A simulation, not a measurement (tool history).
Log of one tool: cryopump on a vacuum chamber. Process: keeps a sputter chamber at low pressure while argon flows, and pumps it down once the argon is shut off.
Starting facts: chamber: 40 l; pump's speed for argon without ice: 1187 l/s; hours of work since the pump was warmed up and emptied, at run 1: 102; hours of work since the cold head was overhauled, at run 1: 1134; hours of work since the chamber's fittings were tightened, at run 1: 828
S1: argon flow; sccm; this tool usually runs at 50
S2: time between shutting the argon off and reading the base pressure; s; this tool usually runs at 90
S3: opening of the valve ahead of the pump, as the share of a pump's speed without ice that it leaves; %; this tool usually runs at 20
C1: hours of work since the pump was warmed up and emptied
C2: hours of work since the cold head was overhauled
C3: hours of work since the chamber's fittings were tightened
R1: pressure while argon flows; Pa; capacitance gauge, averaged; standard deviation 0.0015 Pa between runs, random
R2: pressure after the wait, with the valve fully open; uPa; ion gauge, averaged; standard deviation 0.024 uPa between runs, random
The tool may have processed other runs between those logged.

run	hour	S1	S2	S3	C1	C2	C3	R1	R2
1	0.0	50	90	20	102	1134	828	0.3611	1.29
2	31.8	50	90	20	128	1161	854	0.3624	1.30
3	70.7	50	90	20	160	1193	886	0.3644	1.28
4	118.6	50	117	20	200	1232	926	0.3620	1.20
5	160.3	50	37	20	234	1267	960	0.3657	2.19
6	208.0	50	37	20	274	1306	1000	0.3675	2.21
7	234.2	50	90	37	295	1328	1021	0.2053	1.40
8	257.4	50	90	37	315	1347	1040	0.2083	1.47
9	308.1	50	90	37	357	1389	1082	0.2081	1.52
10	356.2	50	90	37	396	1429	1122	0.2110	1.59
11	396.2	72	90	20	429	1462	1155	0.5417	1.54
12	426.9	50	90	55	455	1487	1180	0.1510	1.62
# hour 466.8: pump warmed up, emptied and cooled again
13	481.4	50	90	20	12	1528	1221	0.3566	1.42
14	536.5	55	90	20	58	1573	1267	0.3966	1.44
15	572.9	55	90	42	88	1603	1297	0.1908	1.49
16	602.4	55	90	42	112	1628	1321	0.1909	1.49
17	633.8	91	90	20	138	1654	1347	0.6608	1.50
18	690.4	79	263	34	185	1701	1394	0.3450	1.15
19	739.4	50	121	39	225	1741	1434	0.1911	1.44
20	793.4	50	121	39	270	1786	1479	0.1958	1.50
21	827.0	45	47	22	297	1813	1507	0.3051	2.21
22	870.2	45	47	22	333	1849	1542	0.3047	2.25
23	906.3	26	147	18	363	1879	1572	0.2132	1.52
24	962.0	39	147	24	409	1925	1618	0.2481	1.59
25	1018.7	39	192	28	456	1972	1665	0.2158	1.60
# hour 1054.9: pump warmed up, emptied and cooled again
26	1068.1	39	192	28	11	2008	1702	0.1996	1.30
27	1116.1	39	192	28	51	2048	1741	0.1989	1.34
28	1158.5	24	74	28	86	2083	1776	0.1250	1.84
29	1198.0	24	74	28	118	2116	1809	0.1246	1.85
30	1222.7	31	155	20	139	2136	1829	0.2253	1.53
31	1251.2	59	74	20	162	2160	1853	0.4317	1.88
32	1281.5	49	138	20	187	2185	1878	0.3593	1.64
33	1307.3	50	23	20	208	2206	1899	0.3673	3.55

3 ways to go on from here, each from the tool as it stands after run 33. What would each give?
A	1354.7	51	183	20	248	2245	1938	?	?
B	1354.7	59	90	20	248	2245	1938	?	?
C	1354.7	21	174	20	248	2245	1938	?	?

run	R1	R2
A	0.3742	1.57
B	0.4353	1.90
C	0.1553	1.65
Take away the tool's hidden state, keep each run's random variation, and the runs would have read:
run	R1	R2
A	0.3620	0.54
B	0.4212	0.84
C	0.1503	0.58
